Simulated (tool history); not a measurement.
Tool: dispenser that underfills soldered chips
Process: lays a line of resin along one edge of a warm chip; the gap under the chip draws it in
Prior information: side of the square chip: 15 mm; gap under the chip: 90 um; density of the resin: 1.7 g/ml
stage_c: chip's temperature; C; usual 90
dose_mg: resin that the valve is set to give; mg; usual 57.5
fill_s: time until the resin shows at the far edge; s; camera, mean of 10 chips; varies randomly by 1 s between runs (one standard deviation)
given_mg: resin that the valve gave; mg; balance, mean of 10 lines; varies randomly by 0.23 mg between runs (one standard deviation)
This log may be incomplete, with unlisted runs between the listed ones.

Run 1, day 0.000: usual settings. Result: fill_s 160.4 s, given_mg 56.43 mg.
At day 0.075: new syringe of resin.
Run 2, day 0.271: usual settings but dose_mg 65.7 mg. Result: fill_s 140.3 s, given_mg 64.05 mg.
At day 0.425: new syringe of resin.
Run 3, day 0.583: usual settings but stage_c 102 C. Result: fill_s 81.4 s, given_mg 55.88 mg.
At day 0.788: new syringe of resin.
Run 4, day 1.017: usual settings but stage_c 102 C. Result: fill_s 92.0 s, given_mg 55.93 mg.
At day 1.146: new syringe of resin.
Run 5, day 1.204: usual settings but stage_c 102 C. Result: fill_s 70.6 s, given_mg 55.35 mg.
Run 6, day 1.471: usual settings but stage_c 102 C. Result: fill_s 104.8 s, given_mg 55.78 mg.
At day 1.512: new syringe of resin.
At day 1.867: new syringe of resin.
Run 7, day 1.900: usual settings but stage_c 102 C. Result: fill_s 68.2 s, given_mg 55.55 mg.
Run 8, day 2.200: usual settings but stage_c 102 C. Result: fill_s 106.8 s, given_mg 55.01 mg.
At day 2.246: new syringe of resin.
At day 2.596: new syringe of resin.
Run 9, day 2.646: usual settings but stage_c 102 C, dose_mg 63.0 mg. Result: fill_s 70.8 s, given_mg 59.87 mg.
Run 10, day 2.838: usual settings but stage_c 102 C, dose_mg 63.0 mg. Result: fill_s 91.7 s, given_mg 60.13 mg.
At day 2.962: dispensing valve cleaned and set on the balance.
At day 3.012: new syringe of resin.
Run 11, day 3.075: usual settings. Result: fill_s 115.4 s, given_mg 57.24 mg.
Run 12, day 3.258: usual settings. Result: fill_s 158.0 s, given_mg 57.45 mg.
At day 3.367: new syringe of resin.
Run 13, day 3.612: usual settings. Result: fill_s 155.6 s, given_mg 57.04 mg.
At day 3.712: new syringe of resin.
Run 14, day 3.967: usual settings. Result: fill_s 157.3 s, given_mg 57.25 mg.
At day 4.079: new syringe of resin.
Run 15, day 4.179: usual settings. Result: fill_s 124.9 s, given_mg 57.29 mg.
At day 4.450: new syringe of resin.
Run 16, day 4.450: usual settings. Result: fill_s 107.2 s, given_mg 56.77 mg.
At day 4.829: new syringe of resin.
Run 17, day 4.858: usual settings. Result: fill_s 111.2 s, given_mg 56.77 mg.
At day 5.183: new syringe of resin.
Run 18, day 5.233: usual settings. Result: fill_s 116.3 s, given_mg 56.15 mg.
Run 19, day 5.408: usual settings but stage_c 99 C, dose_mg 67.7 mg. Result: fill_s 104.9 s, given_mg 66.58 mg.
At day 5.546: new syringe of resin.
Run 20, day 5.642: usual settings but stage_c 99 C, dose_mg 67.7 mg. Result: fill_s 85.0 s, given_mg 66.95 mg.
At day 5.912: new syringe of resin.
Run 21, day 5.975: usual settings but stage_c 99 C, dose_mg 51.7 mg. Result: fill_s 83.2 s, given_mg 50.25 mg.
At day 6.283: new syringe of resin.
Run 22, day 6.383: usual settings but stage_c 103 C, dose_mg 53.6 mg. Result: fill_s 76.0 s, given_mg 52.32 mg.
At day 6.650: new syringe of resin.
Run 23, day 6.817: usual settings but stage_c 76 C, dose_mg 69.1 mg. Result: fill_s 243.8 s, given_mg 67.24 mg.
At day 7.025: new syringe of resin.
Run 24, day 7.217: usual settings but stage_c 91 C, dose_mg 59.8 mg. Result: fill_s 136.3 s, given_mg 58.08 mg.
At day 7.392: new syringe of resin.
Run 25, day 7.462: usual settings but stage_c 91 C, dose_mg 54.7 mg. Result: fill_s 114.3 s, given_mg 52.97 mg.
At day 7.746: new syringe of resin.
Run 26, day 7.767: usual settings but stage_c 91 C, dose_mg 54.7 mg. Result: fill_s 107.8 s, given_mg 52.36 mg.
Run 27, day 7.962: usual settings but stage_c 91 C, dose_mg 54.7 mg. Result: fill_s 142.9 s, given_mg 53.21 mg.
At day 8.125: new syringe of resin.
Run 28, day 8.208: usual settings but stage_c 97 C, dose_mg 68.7 mg. Result: fill_s 91.2 s, given_mg 65.74 mg.
At day 8.304: dispensing valve cleaned and set on the balance.
At day 8.533: new syringe of resin.
Run 29, day 8.633: usual settings but dose_mg 63.1 mg. Result: fill_s 128.7 s, given_mg 63.35 mg.
At day 8.904: new syringe of resin.
Run 30, day 9.033: usual settings but stage_c 77 C, dose_mg 59.4 mg. Result: fill_s 228.0 s, given_mg 59.08 mg.
At day 9.262: new syringe of resin.
Run 31, day 9.400: usual settings but stage_c 83 C, dose_mg 66.4 mg. Result: fill_s 178.9 s, given_mg 66.04 mg.
At day 9.608: new syringe of resin.
Run 32, day 9.642: usual settings but stage_c 97 C, dose_mg 71.9 mg. Result: fill_s 85.9 s, given_mg 70.99 mg.
Run 33, day 9.883: usual settings but stage_c 97 C, dose_mg 71.9 mg. Result: fill_s 125.5 s, given_mg 71.08 mg.
At day 9.967: new syringe of resin.
Run 34, day 10.138: usual settings but stage_c 96 C, dose_mg 49.1 mg. Result: fill_s 112.7 s, given_mg 48.75 mg.
At day 10.329: new syringe of resin.
Run 35, day 10.388: usual settings but stage_c 96 C, dose_mg 49.1 mg. Result: fill_s 95.0 s, given_mg 48.49 mg.
At day 10.712: new syringe of resin.
Run 36, day 10.729: usual settings but stage_c 78 C, dose_mg 58.9 mg. Result: fill_s 187.8 s, given_mg 57.79 mg.

Results per run with the tool's hidden condition removed, run-to-run variation unchanged:
Hidden conditions of the tool in this case: resin's viscosity, % of fresh resin's; dose that the valve gives, % of what is set; true chip temperature over the reading, C; drift of the gauge itself on fill_s, %; drift of the gauge itself on given_mg, %.
run  fill_s  given_mg
  1   100.5     57.69
  2    97.4     65.63
  3    60.8     57.41
  4    61.1     57.65
  5    60.3     57.15
  6    60.5     57.71
  7    61.6     57.66
  8    61.9     57.25
  9    60.9     62.54
 10    59.2     62.92
 11    98.1     57.26
 12   102.1     57.55
 13    98.9     57.29
 14    99.8     57.68
 15    99.1     57.81
 16    98.5     57.39
 17    98.3     57.58
 18    98.3     57.13
 19    68.7     67.83
 20    67.4     68.34
 21    69.5     51.41
 22    59.3     53.71
 23   177.8     69.26
 24    93.4     60.01
 25    95.9     54.83
 26    95.5     54.32
 27    94.9     55.28
 28    73.4     68.44
 29    99.6     63.56
 30   168.9     59.47
 31   130.5     66.67
 32    73.3     71.81
 33    75.0     72.03
 34    78.9     49.50
 35    78.4     49.34
 36   163.3     58.97

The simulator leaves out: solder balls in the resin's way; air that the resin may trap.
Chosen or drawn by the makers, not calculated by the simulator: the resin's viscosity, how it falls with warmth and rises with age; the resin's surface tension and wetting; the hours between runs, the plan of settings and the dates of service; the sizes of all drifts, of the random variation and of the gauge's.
